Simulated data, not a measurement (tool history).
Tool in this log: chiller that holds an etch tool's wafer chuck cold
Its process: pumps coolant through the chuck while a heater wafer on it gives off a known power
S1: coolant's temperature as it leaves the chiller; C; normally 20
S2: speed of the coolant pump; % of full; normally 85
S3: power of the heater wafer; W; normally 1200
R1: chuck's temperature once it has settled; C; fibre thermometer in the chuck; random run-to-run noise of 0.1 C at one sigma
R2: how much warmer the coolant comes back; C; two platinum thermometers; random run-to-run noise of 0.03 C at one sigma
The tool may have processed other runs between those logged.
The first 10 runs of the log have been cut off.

run	hour	S1	S2	S3	R1	R2
11	273.9	20	85	1200	32.2	4.87
12	313.3	20	85	1200	32.3	4.87
# hour 321.9: coolant pump overhauled
13	345.4	20	85	1200	32.3	4.9
14	376	20	85	1685	37.2	6.84
15	405.3	20	85	1685	37	6.89
16	430.2	20	85	1685	36.9	6.84
17	460.7	15	85	1200	27.3	4.95
18	483.2	15	85	1200	27.3	4.86
19	520.5	15	85	1200	27.2	4.93
# hour 533.5: coolant pump overhauled, once more
20	554.6	11	64	1179	25.6	6.34
21	581.1	11	64	1179	25.5	6.34
22	608.7	11	64	1179	25.5	6.39
23	646.9	20	95	1072	30.1	3.9
24	677.2	20	95	1072	30.1	3.88
25	714.4	20	95	1122	30.8	4.05
26	749.7	20	63	685	28.9	3.75
27	769.8	20	85	1683	36.9	6.83
28	795.3	20	85	1683	37	6.87
29	825.4	20	85	1683	36.9	6.78
30	856.1	15	85	1308	28.3	5.37
31	892.3	15	85	1308	28.4	5.31
32	927.5	15	85	1308	28.2	5.26

Alternative continuations, all from the tool just after run 32; predict every row:
A	945.3	19	94	1308	?	?
B	945.3	20	85	980	?	?
C	945.3	15	69	997	?	?
D	945.3	20	99	1646	?	?

run	R1	R2
A	31.4	4.79
B	30.2	3.97
C	27	5.04
D	35	5.68
Stripped of hidden state, with their random variation kept, the same runs would have yielded:
run	R1	R2
A	30.2	4.77
B	29.1	3.95
C	25.8	5.02
D	33.5	5.66
